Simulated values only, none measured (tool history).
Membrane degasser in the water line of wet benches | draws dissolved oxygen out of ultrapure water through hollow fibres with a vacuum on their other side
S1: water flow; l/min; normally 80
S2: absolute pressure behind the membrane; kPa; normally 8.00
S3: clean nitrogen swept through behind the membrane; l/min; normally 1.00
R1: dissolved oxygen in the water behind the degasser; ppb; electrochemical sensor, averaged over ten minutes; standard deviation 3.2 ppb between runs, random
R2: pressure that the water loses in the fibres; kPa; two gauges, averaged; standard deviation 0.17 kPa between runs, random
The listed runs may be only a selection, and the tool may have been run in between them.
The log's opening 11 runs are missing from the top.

run 12 hour=383.0 | S1=58 S2=8.00 S3=1.00 | R1=507.5 R2=21.48
run 13 hour=420.6 | S1=58 S2=8.00 S3=1.00 | R1=508.6 R2=21.43
run 14 hour=451.9 | S1=58 S2=8.00 S3=1.00 | R1=507.2 R2=21.46
run 15 hour=476.4 | S1=58 S2=8.00 S3=1.00 | R1=511.8 R2=21.56
run 16 hour=520.4 | S1=58 S2=8.00 S3=1.00 | R1=506.4 R2=21.63
run 17 hour=554.2 | S1=58 S2=8.00 S3=1.00 | R1=509.0 R2=21.66
run 18 hour=595.7 | S1=58 S2=8.00 S3=1.00 | R1=507.4 R2=21.60
run 19 hour=621.3 | S1=58 S2=7.87 S3=1.03 | R1=485.7 R2=21.47
run 20 hour=644.4 | S1=53 S2=8.00 S3=2.50 | R1=234.4 R2=19.54
run 21 hour=679.8 | S1=87 S2=8.00 S3=0.70 | R1=858.1 R2=32.33
run 22 hour=717.5 | S1=70 S2=8.00 S3=0.50 | R1=876.3 R2=26.63
run 23 hour=744.1 | S1=51 S2=6.32 S3=1.60 | R1=217.5 R2=19.00
run 24 hour=773.3 | S1=80 S2=10.28 S3=0.44 | R1=1412.2 R2=29.83
run 25 hour=821.0 | S1=78 S2=10.28 S3=0.44 | R1=1401.1 R2=28.93
run 26 hour=852.9 | S1=78 S2=10.28 S3=0.44 | R1=1397.1 R2=29.26
run 27 hour=888.5 | S1=105 S2=14.28 S3=2.77 | R1=895.8 R2=39.44
run 28 hour=937.6 | S1=58 S2=14.28 S3=0.43 | R1=1785.0 R2=21.75
run 29 hour=958.6 | S1=58 S2=14.28 S3=0.43 | R1=1775.6 R2=22.04
run 30 hour=992.6 | S1=114 S2=8.00 S3=1.00 | R1=894.9 R2=42.81
run 31 hour=1016.8 | S1=114 S2=8.00 S3=1.00 | R1=898.4 R2=42.55
run 32 hour=1039.4 | S1=93 S2=8.00 S3=1.00 | R1=756.2 R2=34.95

Below are 4 alternative next runs, each starting from the tool's condition after run 32. Predict each:
run A hour=1078.5 | S1=58 S2=7.83 S3=0.97 | R1=? R2=?
run B hour=1078.5 | S1=49 S2=6.00 S3=0.49 | R1=? R2=?
run C hour=1078.5 | S1=93 S2=5.88 S3=1.00 | R1=? R2=?
run D hour=1078.5 | S1=102 S2=15.37 S3=0.73 | R1=? R2=?

run=A R1=506.0 R2=21.69
run=B R1=430.3 R2=18.26
run=C R1=475.0 R2=34.62
run=D R1=2043.1 R2=38.21
Stripped of hidden state, with their random variation kept, the same runs would have yielded:
run=A R1=500.9 R2=21.42
run=B R1=424.8 R2=18.03
run=C R1=465.1 R2=34.19
run=D R1=2037.0 R2=37.74
